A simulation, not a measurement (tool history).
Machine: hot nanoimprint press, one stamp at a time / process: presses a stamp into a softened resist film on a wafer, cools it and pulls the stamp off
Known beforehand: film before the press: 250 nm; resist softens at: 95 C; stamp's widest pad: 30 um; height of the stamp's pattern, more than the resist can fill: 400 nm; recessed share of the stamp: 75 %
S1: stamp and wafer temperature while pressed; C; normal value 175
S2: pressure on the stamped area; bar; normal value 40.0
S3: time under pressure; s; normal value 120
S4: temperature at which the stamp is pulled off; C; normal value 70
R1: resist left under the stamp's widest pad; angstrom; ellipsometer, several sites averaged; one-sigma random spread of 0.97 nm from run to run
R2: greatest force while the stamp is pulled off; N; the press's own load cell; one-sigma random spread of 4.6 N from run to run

run	hour	S1	S2	S3	S4	R1	R2
1	0.0	175	40.0	120	70	1450	272
2	10.0	175	40.0	120	55	1424	361
3	19.8	175	40.0	120	55	1410	376
4	27.9	175	40.0	237	70	1158	276
# hour 39.1: stamp cleaned and given a new release coat
5	43.6	175	40.0	120	70	1426	232
6	48.0	175	40.0	120	70	1430	224
7	53.5	175	40.0	218	70	1174	229
8	62.4	175	40.0	218	70	1190	229
9	71.7	175	40.0	120	70	1433	233
10	79.7	175	40.0	120	70	1434	226
11	86.5	175	40.0	120	76	1447	200
12	94.5	175	27.8	120	70	1667	229
13	102.1	175	27.8	120	70	1675	241
14	109.9	175	27.8	120	70	1653	233
15	117.6	175	27.8	120	70	1686	240
16	122.5	176	27.8	165	70	1465	231

Expected results for the next run?
# hour 126.1: plate thermocouple calibrated
17	134.8	175	58.9	120	69	?	?

R1: 1247 angstrom
R2: 249 N
With the hidden condition absent and the run-to-run variation left alone, this run would have shown R1 1155 angstrom, R2 231 N.

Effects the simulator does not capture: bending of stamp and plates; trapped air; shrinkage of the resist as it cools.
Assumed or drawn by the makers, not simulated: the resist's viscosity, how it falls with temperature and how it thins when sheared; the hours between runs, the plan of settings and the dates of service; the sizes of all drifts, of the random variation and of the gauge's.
